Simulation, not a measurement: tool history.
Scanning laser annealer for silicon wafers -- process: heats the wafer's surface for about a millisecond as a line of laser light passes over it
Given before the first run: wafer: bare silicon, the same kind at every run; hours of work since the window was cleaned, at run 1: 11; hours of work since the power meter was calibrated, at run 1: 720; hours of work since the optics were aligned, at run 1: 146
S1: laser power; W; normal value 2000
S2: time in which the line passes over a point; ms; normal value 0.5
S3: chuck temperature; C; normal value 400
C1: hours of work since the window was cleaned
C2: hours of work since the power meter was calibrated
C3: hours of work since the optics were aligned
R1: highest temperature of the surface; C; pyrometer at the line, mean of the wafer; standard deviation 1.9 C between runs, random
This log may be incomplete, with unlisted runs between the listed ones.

run 1 day=0 | S1=2000 S2=0.5 S3=400 | C1=11 C2=720 C3=146 | R1=1203
run 2 day=1.112 | S1=2000 S2=0.5 S3=400 | C1=22 C2=731 C3=157 | R1=1204
run 3 day=2.867 | S1=2000 S2=0.5 S3=400 | C1=39 C2=748 C3=174 | R1=1204
run 4 day=4.625 | S1=2000 S2=0.5 S3=375 | C1=56 C2=765 C3=191 | R1=1177
run 5 day=5.521 | S1=2000 S2=0.5 S3=375 | C1=65 C2=774 C3=200 | R1=1179
run 6 day=6.683 | S1=2089 S2=0.5 S3=400 | C1=77 C2=785 C3=211 | R1=1242
run 7 day=7.888 | S1=2000 S2=0.553 S3=400 | C1=88 C2=797 C3=223 | R1=1245
run 8 day=9.233 | S1=1826 S2=0.5 S3=400 | C1=101 C2=810 C3=236 | R1=1125
run 9 day=10.075 | S1=2000 S2=0.364 S3=400 | C1=110 C2=818 C3=244 | R1=1067
run 10 day=11.379 | S1=2000 S2=0.364 S3=400 | C1=122 C2=831 C3=257 | R1=1066
run 11 day=12.317 | S1=1989 S2=0.5 S3=400 | C1=132 C2=840 C3=266 | R1=1193
run 12 day=13.733 | S1=2000 S2=0.5 S3=400 | C1=145 C2=854 C3=280 | R1=1200
run 13 day=15.662 | S1=2000 S2=0.399 S3=400 | C1=164 C2=873 C3=299 | R1=1100
run 14 day=17.308 | S1=2000 S2=0.399 S3=400 | C1=180 C2=889 C3=315 | R1=1098
run 15 day=18.1 | S1=2000 S2=0.399 S3=400 | C1=188 C2=897 C3=322 | R1=1101
run 16 day=19.958 | S1=2000 S2=0.399 S3=400 | C1=206 C2=915 C3=341 | R1=1097
run 17 day=21.546 | S1=2099 S2=0.5 S3=400 | C1=222 C2=930 C3=356 | R1=1238
run 18 day=22.429 | S1=2099 S2=0.5 S3=400 | C1=230 C2=939 C3=365 | R1=1239
run 19 day=23.429 | S1=2099 S2=0.5 S3=400 | C1=240 C2=949 C3=374 | R1=1236
run 20 day=25.083 | S1=2099 S2=0.5 S3=400 | C1=256 C2=965 C3=391 | R1=1236
run 21 day=26.208 | S1=2060 S2=0.413 S3=383 | C1=267 C2=976 C3=402 | R1=1115
run 22 day=27.712 | S1=2000 S2=0.5 S3=392 | C1=282 C2=990 C3=416 | R1=1183
run 23 day=29.146 | S1=2086 S2=0.448 S3=400 | C1=296 C2=1004 C3=430 | R1=1177
run 24 day=30.358 | S1=1921 S2=0.541 S3=378 | C1=308 C2=1016 C3=442 | R1=1166
run 25 day=31.683 | S1=1876 S2=0.41 S3=378 | C1=321 C2=1029 C3=455 | R1=1035
run 26 day=33.408 | S1=1876 S2=0.41 S3=378 | C1=337 C2=1046 C3=472 | R1=1034
run 27 day=34.312 | S1=1876 S2=0.41 S3=373 | C1=346 C2=1055 C3=481 | R1=1028
run 28 day=35.996 | S1=1717 S2=0.405 S3=409 | C1=363 C2=1071 C3=497 | R1=997
run 29 day=36.938 | S1=1717 S2=0.405 S3=409 | C1=372 C2=1081 C3=506 | R1=996
run 30 day=38.325 | S1=2000 S2=0.608 S3=400 | C1=385 C2=1094 C3=520 | R1=1279
run 31 day=39.229 | S1=1812 S2=0.5 S3=400 | C1=394 C2=1103 C3=529 | R1=1103
run 32 day=40.208 | S1=1978 S2=0.476 S3=392 | C1=404 C2=1113 C3=538 | R1=1146
run 33 day=41.125 | S1=1703 S2=0.5 S3=400 | C1=413 C2=1121 C3=547 | R1=1054
run 34 day=42.329 | S1=2000 S2=0.362 S3=439 | C1=425 C2=1133 C3=559 | R1=1089
run 35 day=44.012 | S1=1813 S2=0.357 S3=400 | C1=441 C2=1150 C3=575 | R1=978
run 36 day=45.179 | S1=1888 S2=0.384 S3=377 | C1=452 C2=1161 C3=587 | R1=1008
run 37 day=46.538 | S1=1887 S2=0.5 S3=400 | C1=466 C2=1174 C3=600 | R1=1130
run 38 day=47.421 | S1=1995 S2=0.516 S3=408 | C1=474 C2=1183 C3=609 | R1=1200
run 39 day=48.633 | S1=1995 S2=0.488 S3=439 | C1=486 C2=1195 C3=621 | R1=1208
run 40 day=49.517 | S1=2000 S2=0.429 S3=400 | C1=495 C2=1203 C3=629 | R1=1114

Below, some changes in R1 between adjacent runs. For each, the amount present without the hidden state too (settings, incoming material, random variation) and the amount remaining for the hidden state with gauge scatter not shared by both compared results:
The hidden state here: light that passes the window, % of a clean one's; laser's true power over the reading, %; width of the line over the set one, %; drift of the gauge itself on peak_c, C.
Run 16 -> 17: S1 2000 -> 2099, S2 0.399 -> 0.5. R1 +141 C: hidden state -2, all else +143.
Run 29 -> 30: S1 1717 -> 2000, S2 0.405 -> 0.608, S3 409 -> 400. R1 +283 C: hidden state -7, all else +290.
Run 30 -> 31: S1 2000 -> 1812, S2 0.608 -> 0.5. R1 -176 C: hidden state +4, all else -180.
Run 36 -> 37: S1 1888 -> 1887, S2 0.384 -> 0.5, S3 377 -> 400. R1 +122 C: hidden state -4, all else +126.
